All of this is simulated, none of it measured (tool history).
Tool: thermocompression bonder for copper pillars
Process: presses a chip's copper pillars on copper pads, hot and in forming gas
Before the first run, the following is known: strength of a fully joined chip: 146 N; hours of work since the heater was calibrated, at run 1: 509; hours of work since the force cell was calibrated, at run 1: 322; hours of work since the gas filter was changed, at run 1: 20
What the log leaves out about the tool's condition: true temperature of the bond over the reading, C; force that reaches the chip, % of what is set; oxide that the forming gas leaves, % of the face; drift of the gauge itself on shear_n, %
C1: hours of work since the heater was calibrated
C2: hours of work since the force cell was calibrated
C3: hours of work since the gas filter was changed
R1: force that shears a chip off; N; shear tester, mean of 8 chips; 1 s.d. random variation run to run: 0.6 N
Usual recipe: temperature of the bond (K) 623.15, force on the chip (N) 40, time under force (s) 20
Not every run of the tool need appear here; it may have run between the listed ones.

run 1 day=0.000 | temperature_of_the_bond_(K)=623.15 force_on_the_chip_(N)=40 time_under_force_(s)=20 | C1=509 C2=322 C3=20 | R1=103.7
run 2 day=0.250 | temperature_of_the_bond_(K)=623.15 force_on_the_chip_(N)=27 time_under_force_(s)=20 | C1=513 C2=327 C3=24 | R1=87.3
run 3 day=0.521 | temperature_of_the_bond_(K)=623.15 force_on_the_chip_(N)=27 time_under_force_(s)=20 | C1=517 C2=331 C3=29 | R1=87.0
run 4 day=0.958 | temperature_of_the_bond_(K)=623.15 force_on_the_chip_(N)=27 time_under_force_(s)=41 | C1=525 C2=338 C3=36 | R1=105.9
run 5 day=1.229 | temperature_of_the_bond_(K)=623.15 force_on_the_chip_(N)=27 time_under_force_(s)=41 | C1=529 C2=343 C3=41 | R1=106.6
run 6 day=1.604 | temperature_of_the_bond_(K)=623.15 force_on_the_chip_(N)=40 time_under_force_(s)=20 | C1=535 C2=349 C3=47 | R1=103.0
run 7 day=2.212 | temperature_of_the_bond_(K)=613.15 force_on_the_chip_(N)=40 time_under_force_(s)=24 | C1=545 C2=359 C3=57 | R1=101.8
run 8 day=2.583 | temperature_of_the_bond_(K)=623.15 force_on_the_chip_(N)=40 time_under_force_(s)=24 | C1=552 C2=365 C3=63 | R1=108.4
run 9 day=3.071 | temperature_of_the_bond_(K)=633.15 force_on_the_chip_(N)=58 time_under_force_(s)=19 | C1=560 C2=374 C3=71 | R1=122.1
run 10 day=3.558 | temperature_of_the_bond_(K)=625.15 force_on_the_chip_(N)=32 time_under_force_(s)=20 | C1=568 C2=382 C3=79 | R1=94.1
run 11 day=4.062 | temperature_of_the_bond_(K)=639.15 force_on_the_chip_(N)=40 time_under_force_(s)=26 | C1=576 C2=390 C3=88 | R1=120.0
run 12 day=4.425 | temperature_of_the_bond_(K)=599.15 force_on_the_chip_(N)=27 time_under_force_(s)=14 | C1=582 C2=396 C3=94 | R1=61.1

For some of the steps in R1 from one run to the next: how much would appear even if the tool had no hidden state, given the settings, what came in and random variation, and how much remains for the hidden state plus any gauge scatter that the measured result and the result without hidden state don't share?
Run 11 -> 12: temperature of the bond (K) 639.15 -> 599.15, force on the chip (N) 40 -> 27, time under force (s) 26 -> 14. R1 -58.9 N: hidden state +0.4, all else -59.3.
